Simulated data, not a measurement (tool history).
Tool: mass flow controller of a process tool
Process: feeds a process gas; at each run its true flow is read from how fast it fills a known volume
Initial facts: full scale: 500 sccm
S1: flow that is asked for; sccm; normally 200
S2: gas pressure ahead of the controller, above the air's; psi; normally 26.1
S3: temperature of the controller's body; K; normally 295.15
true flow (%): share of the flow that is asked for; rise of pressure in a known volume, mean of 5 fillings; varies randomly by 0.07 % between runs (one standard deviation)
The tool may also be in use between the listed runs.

Run 1, hour 0: usual settings. Result: true flow (%) 99.52.
Run 2, hour 72.1: usual settings. Result: true flow (%) 99.64.
Run 3, hour 122.2: usual settings. Result: true flow (%) 99.56.
Run 4, hour 177.6: usual settings. Result: true flow (%) 99.57.
Run 5, hour 240.2: usual settings. Result: true flow (%) 99.61.
Run 6, hour 299.8: usual settings. Result: true flow (%) 99.6.
Run 7, hour 367.9: usual settings. Result: true flow (%) 99.5.
Run 8, hour 407.9: usual settings but S3 304.15 K. Result: true flow (%) 100.39.
Run 9, hour 487.2: usual settings but S3 304.15 K. Result: true flow (%) 100.39.
Run 10, hour 540.1: usual settings but S3 304.15 K. Result: true flow (%) 100.4.
Run 11, hour 614.2: usual settings but S3 304.15 K. Result: true flow (%) 100.53.
Run 12, hour 679.3: usual settings but S3 304.15 K. Result: true flow (%) 100.43.
Run 13, hour 714.3: usual settings but S3 304.15 K. Result: true flow (%) 100.43.
Run 14, hour 781: usual settings but S3 304.15 K. Result: true flow (%) 100.46.
Run 15, hour 852.5: usual settings but S3 304.15 K. Result: true flow (%) 100.43.
Run 16, hour 908.1: usual settings but S2 23.6 psi. Result: true flow (%) 99.7.
Run 17, hour 960.4: usual settings but S2 23.6 psi. Result: true flow (%) 99.81.
Run 18, hour 1036: usual settings but S2 23.6 psi. Result: true flow (%) 99.67.
Run 19, hour 1093.5: usual settings. Result: true flow (%) 99.71.
Run 20, hour 1165.7: usual settings but S1 52 sccm. Result: true flow (%) 103.76.

Forecast run 21:
Run 21, hour 1203: usual settings but S1 52 sccm. Result: true flow (%) ?.

Run 21 measured true flow (%) 103.83.
Minus the tool's unlogged condition, the same run would have read true flow (%) 99.

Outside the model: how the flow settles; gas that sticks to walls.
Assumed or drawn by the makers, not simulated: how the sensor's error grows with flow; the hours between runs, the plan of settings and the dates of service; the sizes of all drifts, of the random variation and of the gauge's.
